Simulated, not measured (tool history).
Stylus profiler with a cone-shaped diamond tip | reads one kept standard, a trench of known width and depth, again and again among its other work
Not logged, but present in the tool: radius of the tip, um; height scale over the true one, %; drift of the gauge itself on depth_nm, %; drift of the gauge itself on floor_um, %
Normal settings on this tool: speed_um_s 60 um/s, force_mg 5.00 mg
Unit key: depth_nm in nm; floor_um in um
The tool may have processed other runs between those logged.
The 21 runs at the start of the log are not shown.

run    hour  speed_um_s  force_mg  scans with this tip  hours of work since the height scale was calibrated  depth_nm  floor_um
 22   778.9          60      5.00                16785                                                 1158    503.09     23.82
 23   806.8          60     10.61                17053                                                 1177    506.56     23.84
 24   848.3          19      3.07                17451                                                 1204    501.46     23.84
 25   886.5          65      5.45                17818                                                 1229    503.27     23.72
 26   922.0          65      5.45                18159                                                 1253    503.04     23.68
 27   947.2         125      7.76                18402                                                 1270    504.61     23.58
 28   979.8          85     12.27                18714                                                 1291    506.93     23.71
 29  1022.3          85     12.27                19123                                                 1320    507.17     23.60
 30  1049.8          85     12.27                19387                                                 1338    507.03     23.60
     1065.9  -- new tip fitted, height scale calibrated
 31  1087.4          85     12.27                  207                                                   14    509.50     25.47
 32  1115.2          33      5.00                  474                                                   33    504.84     25.43
 33  1155.3         211      3.15                  859                                                   59    503.75     24.92
 34  1193.5         211      3.15                 1226                                                   85    503.70     24.83
 35  1239.4          28      2.59                 1667                                                  115    503.00     25.28
 36  1275.7          28      2.59                 2016                                                  139    502.99     25.23
 37  1297.7          28      2.59                 2227                                                  154    502.92     25.22
 38  1325.2          59      2.92                 2492                                                  172    503.12     25.14
 39  1374.3          69      7.07                 2963                                                  204    506.25     25.08
 40  1407.3          78     14.93                 3280                                                  226    510.75     25.07
 41  1432.8          17     10.11                 3525                                                  243    508.03     25.08
 42  1470.5         140     12.63                 3887                                                  268    509.08     24.94
 43  1511.9          39      2.29                 4285                                                  296    502.62     24.98
 44  1561.4          46     14.15                 4760                                                  328    509.77     24.95
 45  1602.2          46     14.15                 5152                                                  355    509.44     24.92
 46  1643.4          45      3.19                 5548                                                  383    503.05     24.81

Branching from run 46: 4 alternative next runs. What would each branch give?
  A  1670.0          45      7.67                 5804                                                  400         ?         ?
  B  1670.0          45      2.15                 5804                                                  400         ?         ?
  C  1670.0          30      7.80                 5804                                                  400         ?         ?
  D  1670.0          50      9.50                 5804                                                  400         ?         ?

run  depth_nm  floor_um
  A    505.96     24.87
  B    502.15     24.76
  C    506.00     24.82
  D    507.19     24.87
Had the tool no hidden state, the same runs would have come out as:
run  depth_nm  floor_um
  A    506.99     25.59
  B    503.17     25.49
  C    507.03     25.54
  D    508.23     25.59

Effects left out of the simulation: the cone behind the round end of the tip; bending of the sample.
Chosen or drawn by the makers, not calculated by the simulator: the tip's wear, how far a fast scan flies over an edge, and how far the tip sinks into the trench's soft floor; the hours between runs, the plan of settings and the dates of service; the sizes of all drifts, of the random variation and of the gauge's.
